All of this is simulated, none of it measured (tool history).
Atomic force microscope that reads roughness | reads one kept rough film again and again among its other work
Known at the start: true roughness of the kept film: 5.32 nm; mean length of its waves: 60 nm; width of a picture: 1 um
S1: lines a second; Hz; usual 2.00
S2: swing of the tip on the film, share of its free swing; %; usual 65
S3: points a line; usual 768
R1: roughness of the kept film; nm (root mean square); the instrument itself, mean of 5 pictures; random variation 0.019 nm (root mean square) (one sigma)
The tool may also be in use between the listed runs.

run 1 hour=0.0 | S1=2.00 S2=65 S3=768 | R1=4.698
-- hour=23.2 new tip fitted
run 2 hour=27.6 | S1=2.00 S2=65 S3=768 | R1=4.694
run 3 hour=46.0 | S1=2.00 S2=65 S3=768 | R1=4.413
-- hour=55.4 new tip fitted
run 4 hour=61.5 | S1=2.00 S2=65 S3=768 | R1=4.691
run 5 hour=77.2 | S1=2.00 S2=65 S3=768 | R1=4.423
-- hour=85.6 new tip fitted
run 6 hour=110.0 | S1=1.23 S2=65 S3=768 | R1=4.475
-- hour=115.7 new tip fitted
run 7 hour=132.9 | S1=1.23 S2=65 S3=768 | R1=4.607
-- hour=145.9 new tip fitted
run 8 hour=151.5 | S1=1.23 S2=65 S3=768 | R1=4.802
run 9 hour=165.0 | S1=2.00 S2=65 S3=768 | R1=4.455
-- hour=176.9 new tip fitted
run 10 hour=186.3 | S1=2.00 S2=65 S3=657 | R1=4.619
-- hour=207.9 new tip fitted
run 11 hour=213.9 | S1=2.00 S2=72 S3=768 | R1=4.507
-- hour=239.2 new tip fitted
run 12 hour=240.3 | S1=1.66 S2=62 S3=962 | R1=4.836
run 13 hour=259.8 | S1=2.00 S2=58 S3=678 | R1=4.618
-- hour=271.3 new tip fitted
run 14 hour=278.4 | S1=2.00 S2=56 S3=449 | R1=4.802
run 15 hour=298.1 | S1=2.00 S2=56 S3=449 | R1=4.505
-- hour=302.2 new tip fitted
run 16 hour=321.6 | S1=2.00 S2=89 S3=630 | R1=3.808
-- hour=332.6 new tip fitted
run 17 hour=335.8 | S1=2.00 S2=62 S3=492 | R1=4.763
run 18 hour=357.5 | S1=2.00 S2=62 S3=492 | R1=4.419
-- hour=364.6 new tip fitted
run 19 hour=378.2 | S1=0.97 S2=72 S3=350 | R1=4.607
-- hour=396.2 new tip fitted
run 20 hour=397.1 | S1=2.81 S2=87 S3=350 | R1=3.846
run 21 hour=414.1 | S1=2.00 S2=77 S3=768 | R1=4.231
-- hour=427.3 new tip fitted
run 22 hour=431.1 | S1=2.25 S2=65 S3=367 | R1=4.701

5 ways to go on from here, each from the tool as it stands after run 22. What would each give?
run A hour=455.3 | S1=1.14 S2=65 S3=768 | R1=?
run B hour=455.3 | S1=2.57 S2=56 S3=862 | R1=?
run C hour=455.3 | S1=3.07 S2=65 S3=1002 | R1=?
run D hour=455.3 | S1=3.62 S2=78 S3=265 | R1=?
run E hour=455.3 | S1=0.91 S2=70 S3=592 | R1=?

run=A R1=4.431
run=B R1=4.402
run=C R1=4.149
run=D R1=3.607
run=E R1=4.411
Without the tool's hidden state the same runs would have given:
run=A R1=4.897
run=B R1=4.866
run=C R1=4.585
run=D R1=3.987
run=E R1=4.875

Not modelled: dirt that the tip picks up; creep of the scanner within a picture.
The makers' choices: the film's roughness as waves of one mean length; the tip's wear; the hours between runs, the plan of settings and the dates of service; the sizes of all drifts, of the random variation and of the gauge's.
